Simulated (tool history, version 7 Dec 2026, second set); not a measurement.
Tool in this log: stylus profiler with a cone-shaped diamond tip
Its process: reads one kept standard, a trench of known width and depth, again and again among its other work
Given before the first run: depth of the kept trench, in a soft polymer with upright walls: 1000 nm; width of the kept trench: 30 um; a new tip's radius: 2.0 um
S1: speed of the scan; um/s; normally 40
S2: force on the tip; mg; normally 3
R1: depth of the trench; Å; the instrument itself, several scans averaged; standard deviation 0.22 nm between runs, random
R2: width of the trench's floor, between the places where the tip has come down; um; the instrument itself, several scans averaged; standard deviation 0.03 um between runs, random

run	hour	S1	S2	R1	R2
1	0	40	3	10065.2	26.47
2	15.7	40	3	10066.6	26.46
3	31.1	40	3	10063.8	26.49
4	47.8	40	3	10060.5	26.47
5	72.6	40	3	10066	26.47
6	83.9	40	3	10063	26.47
7	97.9	40	3	10064.1	26.54
8	117.3	40	3	10062.9	26.41
9	135.4	40	3	10068.4	26.44
10	154.2	40	3	10063.1	26.5
11	176.1	40	3	10064.7	26.4
12	191.6	14	3	10066.9	26.52
13	206.9	14	3	10066.8	26.5
14	221.4	13	3	10065.8	26.48
15	243.9	13	3	10064.5	26.48
16	260.8	56	5.47	10096.1	26.45
17	277.1	18	2.85	10059.6	26.5
18	298.9	18	2.85	10062.9	26.49
19	318.1	11	7.23	10116.9	26.51
20	332.2	11	7.23	10115.8	26.55
21	343.5	12	2.24	10053.4	26.51
22	365.5	80	6.86	10110.9	26.44
23	385.6	80	7.29	10115	26.42
24	398.9	22	4.8	10086	26.48
25	420.3	22	4.8	10088.5	26.5
26	435.6	22	4.8	10087.2	26.52
27	460.2	22	4.8	10086.6	26.51
28	473.2	22	4.8	10088	26.54
29	495.6	16	1.04	10027	26.48

Below are 4 alternative next runs, each starting from the tool's condition after run 29. Predict each:
A	519.7	64	1.04	?	?
B	519.7	40	1.41	?	?
C	519.7	117	1.4	?	?
D	519.7	90	2.64	?	?

run	R1	R2
A	10029.8	26.38
B	10035.1	26.47
C	10038.8	26.23
D	10059.7	26.36
Without the tool's hidden state the same runs would have given:
run	R1	R2
A	10029.7	26.38
B	10035	26.47
C	10038.7	26.23
D	10059.6	26.36

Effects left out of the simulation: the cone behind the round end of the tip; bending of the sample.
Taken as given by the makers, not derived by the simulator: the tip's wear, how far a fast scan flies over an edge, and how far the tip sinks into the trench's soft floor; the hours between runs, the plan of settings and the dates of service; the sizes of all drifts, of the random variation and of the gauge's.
